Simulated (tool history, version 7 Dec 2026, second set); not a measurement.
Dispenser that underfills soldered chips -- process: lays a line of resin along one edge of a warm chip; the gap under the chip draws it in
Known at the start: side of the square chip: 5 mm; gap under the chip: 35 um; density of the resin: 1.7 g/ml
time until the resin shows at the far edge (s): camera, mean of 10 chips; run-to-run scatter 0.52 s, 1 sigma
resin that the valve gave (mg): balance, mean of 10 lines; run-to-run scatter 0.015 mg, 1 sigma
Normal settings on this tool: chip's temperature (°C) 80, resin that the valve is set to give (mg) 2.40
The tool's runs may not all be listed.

run,hour,chip's temperature (°C),resin that the valve is set to give (mg),time until the resin shows at the far edge (s),resin that the valve gave (mg)
1,0.0,80,2.40,48.9,2.34
2,2.1,80,2.40,53.7,2.35
# hour 3.5: new syringe of resin
3,6.8,95,2.40,23.2,2.32
4,9.2,95,2.40,25.8,2.33
5,11.5,83,2.40,48.5,2.31
# hour 12.2: new syringe of resin
6,15.9,83,2.40,41.1,2.31
7,19.8,80,2.40,54.8,2.32
# hour 20.9: new syringe of resin
8,23.5,80,2.40,45.8,2.30
9,28.3,80,2.40,53.7,2.32
# hour 29.7: new syringe of resin
10,32.2,72,2.40,67.6,2.30
11,35.8,80,2.50,49.8,2.39
# hour 38.5: new syringe of resin
12,39.6,80,2.50,44.3,2.42
13,41.7,80,2.24,46.8,2.14
14,45.8,80,2.40,54.5,2.30
# hour 47.4: new syringe of resin
15,48.2,80,2.40,43.5,2.27
16,52.6,80,2.40,50.5,2.26
# hour 56.2: new syringe of resin
17,57.9,80,2.40,43.6,2.27
18,62.4,80,2.40,50.5,2.27
# hour 65.0: new syringe of resin
19,65.0,80,2.40,42.8,2.25
20,69.1,85,3.09,38.1,2.91
21,72.9,85,2.17,44.5,2.00
# hour 73.5: new syringe of resin
22,76.2,85,2.17,37.5,2.03
23,80.0,66,2.02,109.4,1.87
# hour 82.1: new syringe of resin
24,82.6,75,2.82,53.2,2.64
25,85.6,76,2.15,58.9,1.99
26,88.9,76,2.15,65.7,1.99
# hour 91.0: new syringe of resin
27,93.2,76,2.73,54.0,2.53
28,95.7,76,2.73,58.1,2.53
# hour 99.7: new syringe of resin
# hour 100.7: dispensing valve cleaned and set on the balance
29,102.0,76,2.26,53.3,2.26
30,104.7,76,2.02,59.1,2.04
31,108.2,82,2.35,49.2,2.30
# hour 109.7: new syringe of resin
32,113.4,89,2.21,30.8,2.19
33,116.9,80,2.40,51.3,2.37
# hour 118.4: new syringe of resin
34,119.5,70,2.41,69.9,2.38
35,124.2,78,2.02,57.2,2.01
# hour 127.0: new syringe of resin
36,128.0,78,2.02,48.3,1.98
37,130.9,78,2.02,53.1,1.99

What if the next run were any one of these 3? Each begins from the tool's condition after run 37:
A,134.2,75,3.06,?,?
B,134.2,65,2.44,?,?
C,134.2,94,3.03,?,?

run,time until the resin shows at the far edge (s),resin that the valve gave (mg)
A,66.6,3.00
B,111.0,2.39
C,26.7,2.97
With the hidden condition removed and each run's random variation left untouched, the same runs would have given:
run,time until the resin shows at the far edge (s),resin that the valve gave (mg)
A,54.1,3.06
B,90.0,2.44
C,21.6,3.03
